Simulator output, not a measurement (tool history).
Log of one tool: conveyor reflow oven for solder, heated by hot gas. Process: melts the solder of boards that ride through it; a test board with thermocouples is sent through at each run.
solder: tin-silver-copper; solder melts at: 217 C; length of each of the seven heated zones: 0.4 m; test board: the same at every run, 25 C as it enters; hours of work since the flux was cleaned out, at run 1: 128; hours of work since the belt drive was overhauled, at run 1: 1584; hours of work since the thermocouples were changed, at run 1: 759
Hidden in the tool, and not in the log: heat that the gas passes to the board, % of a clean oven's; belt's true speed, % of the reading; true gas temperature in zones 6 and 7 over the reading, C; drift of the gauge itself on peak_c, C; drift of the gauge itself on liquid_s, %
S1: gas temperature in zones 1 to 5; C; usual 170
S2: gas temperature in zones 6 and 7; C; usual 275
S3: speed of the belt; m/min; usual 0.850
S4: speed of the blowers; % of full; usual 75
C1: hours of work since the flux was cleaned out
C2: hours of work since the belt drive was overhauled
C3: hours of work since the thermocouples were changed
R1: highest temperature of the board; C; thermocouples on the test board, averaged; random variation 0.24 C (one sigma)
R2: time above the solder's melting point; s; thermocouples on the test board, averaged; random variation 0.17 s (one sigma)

run,hour,S1,S2,S3,S4,C1,C2,C3,R1,R2
1,0.0,170,275,0.850,75,128,1584,759,262.1,46.1
# hour 16.5: belt drive overhauled, speed set with a stopwatch
2,49.3,174,275,0.850,75,161,24,792,262.3,47.3
3,81.4,170,268,0.850,75,184,47,815,255.5,43.5
# hour 131.8: flux residue cleaned out of gas plates and filters
4,140.9,170,268,0.850,75,7,86,854,255.4,43.5
5,171.3,170,275,0.850,75,28,108,876,262.3,46.0
6,216.7,170,275,0.850,75,61,140,909,261.8,46.0
7,271.5,170,287,0.850,75,100,180,948,272.9,50.0
8,301.9,170,275,0.850,75,122,202,970,262.1,46.0
9,358.7,170,289,0.850,75,163,242,1011,274.2,50.4
10,395.9,181,275,0.850,75,190,269,1037,263.2,49.1
# hour 439.1: flux residue cleaned out of gas plates and filters
11,460.5,181,275,0.850,75,15,312,1080,263.5,49.3
12,501.3,170,275,0.850,75,45,341,1110,261.9,46.2
13,556.8,170,275,0.850,75,85,381,1150,261.5,46.2
14,608.8,170,275,0.850,75,122,419,1187,262.3,45.9
15,634.3,170,275,0.850,75,140,437,1205,262.0,46.0
# hour 648.1: thermocouples of zones 6 and 7 changed
16,684.9,170,275,0.978,75,175,472,26,257.0,37.7
17,739.6,179,274,0.850,75,215,511,66,261.8,48.2
# hour 748.8: flux residue cleaned out of gas plates and filters
18,781.6,170,276,0.698,75,24,538,92,267.8,59.6
19,826.0,170,275,0.850,90,56,570,124,265.1,47.8
20,858.4,170,264,0.682,75,79,593,148,256.9,56.6
21,891.9,179,275,0.850,75,103,617,172,262.9,48.7
22,952.4,170,271,0.770,75,146,660,215,260.6,51.0
23,1001.1,170,278,0.776,75,181,695,250,266.8,53.1
24,1044.2,170,278,0.776,75,212,726,281,266.9,52.8
# hour 1058.8: flux residue cleaned out of gas plates and filters
25,1093.8,171,271,0.724,75,25,759,313,262.7,55.5
26,1121.4,173,284,1.009,75,45,778,333,264.9,39.7
27,1147.9,173,284,1.009,75,64,797,352,264.7,39.8
28,1189.0,173,284,1.009,75,94,827,382,264.5,39.7
29,1217.4,173,266,0.935,75,114,847,402,251.8,38.0
30,1266.2,177,275,0.939,75,149,882,437,259.7,42.3

3 ways to go on from here, each from the tool as it stands after run 30. What would each give?
A,1308.4,170,275,0.850,60,179,913,467,?,?
B,1308.4,170,282,1.020,75,179,913,467,?,?
C,1308.4,185,275,0.906,75,179,913,467,?,?

run,R1,R2
A,257.1,43.5
B,261.3,37.7
C,261.9,46.4
Without the tool's hidden state the same runs would have given:
run,R1,R2
A,257.1,43.4
B,261.4,37.7
C,262.0,46.3
